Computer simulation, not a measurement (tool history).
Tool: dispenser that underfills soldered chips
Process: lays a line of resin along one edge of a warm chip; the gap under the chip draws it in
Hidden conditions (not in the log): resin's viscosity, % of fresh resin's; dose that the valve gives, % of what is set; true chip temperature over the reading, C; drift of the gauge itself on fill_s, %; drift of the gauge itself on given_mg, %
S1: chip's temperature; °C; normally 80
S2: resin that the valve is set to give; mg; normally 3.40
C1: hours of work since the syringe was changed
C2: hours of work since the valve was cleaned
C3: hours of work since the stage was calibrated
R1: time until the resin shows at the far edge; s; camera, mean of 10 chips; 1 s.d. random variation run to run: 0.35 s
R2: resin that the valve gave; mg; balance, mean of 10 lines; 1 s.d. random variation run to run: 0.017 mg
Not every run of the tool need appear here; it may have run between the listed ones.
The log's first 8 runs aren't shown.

-- hour=76.6 new syringe of resin
run 9 hour=77.2 | S1=65 S2=3.40 | C1=0 C2=30 C3=141 | R1=37.7 R2=3.31
-- hour=86.4 new syringe of resin
run 10 hour=88.7 | S1=80 S2=3.40 | C1=2 C2=39 C3=150 | R1=21.0 R2=3.32
-- hour=96.7 new syringe of resin
run 11 hour=98.4 | S1=80 S2=3.87 | C1=1 C2=46 C3=157 | R1=20.2 R2=3.77
-- hour=107.1 new syringe of resin
run 12 hour=112.0 | S1=80 S2=3.87 | C1=4 C2=57 C3=168 | R1=24.1 R2=3.74
-- hour=116.8 new syringe of resin
run 13 hour=121.2 | S1=80 S2=3.62 | C1=4 C2=64 C3=175 | R1=24.0 R2=3.49
-- hour=126.7 new syringe of resin
run 14 hour=130.9 | S1=80 S2=3.56 | C1=3 C2=72 C3=183 | R1=23.6 R2=3.41
-- hour=136.3 new syringe of resin
-- hour=143.4 dispensing valve cleaned and set on the balance
-- hour=146.8 new syringe of resin
run 15 hour=147.1 | S1=80 S2=3.34 | C1=0 C2=3 C3=194 | R1=18.2 R2=3.37
-- hour=156.1 new syringe of resin
run 16 hour=161.6 | S1=80 S2=2.94 | C1=4 C2=14 C3=206 | R1=26.1 R2=2.89
-- hour=165.5 new syringe of resin
run 17 hour=170.6 | S1=80 S2=2.94 | C1=4 C2=21 C3=213 | R1=26.4 R2=2.87
-- hour=174.9 new syringe of resin
run 18 hour=177.0 | S1=80 S2=2.94 | C1=2 C2=26 C3=217 | R1=22.1 R2=2.90
-- hour=184.6 new syringe of resin
run 19 hour=186.0 | S1=80 S2=2.94 | C1=1 C2=33 C3=224 | R1=20.9 R2=2.87
-- hour=194.1 new syringe of resin
run 20 hour=196.7 | S1=72 S2=3.61 | C1=2 C2=41 C3=233 | R1=30.7 R2=3.50
-- hour=204.3 new syringe of resin
run 21 hour=208.2 | S1=72 S2=3.61 | C1=3 C2=50 C3=242 | R1=33.8 R2=3.47
-- hour=213.9 new syringe of resin
run 22 hour=218.9 | S1=89 S2=4.29 | C1=4 C2=58 C3=250 | R1=17.2 R2=4.13
-- hour=223.4 new syringe of resin
run 23 hour=227.5 | S1=85 S2=3.95 | C1=3 C2=65 C3=257 | R1=18.4 R2=3.81
-- hour=232.7 new syringe of resin
run 24 hour=237.4 | S1=85 S2=3.75 | C1=4 C2=73 C3=264 | R1=18.6 R2=3.59
-- hour=242.9 new syringe of resin
run 25 hour=244.6 | S1=93 S2=4.37 | C1=1 C2=78 C3=270 | R1=11.5 R2=4.16
-- hour=249.5 dispensing valve cleaned and set on the balance
-- hour=253.4 new syringe of resin
run 26 hour=256.9 | S1=83 S2=4.04 | C1=3 C2=6 C3=279 | R1=19.9 R2=4.03
-- hour=262.9 new syringe of resin
run 27 hour=271.7 | S1=79 S2=3.48 | C1=7 C2=17 C3=290 | R1=34.3 R2=3.47
-- hour=272.8 new syringe of resin
run 28 hour=278.7 | S1=79 S2=3.48 | C1=5 C2=23 C3=295 | R1=27.3 R2=3.44
-- hour=282.2 new syringe of resin
-- hour=292.9 new syringe of resin
run 29 hour=294.3 | S1=69 S2=3.45 | C1=1 C2=35 C3=307 | R1=34.1 R2=3.39

What does the tool deliver on the next run?
-- hour=303.2 new syringe of resin
run 30 hour=309.0 | S1=84 S2=3.45 | C1=5 C2=46 C3=319 | R1=? R2=?

{"run 30": {"R1": 22.7, "R2": 3.35}}
Without the tool's hidden state the same run would have given R1 14.9 s, R2 3.44 mg.
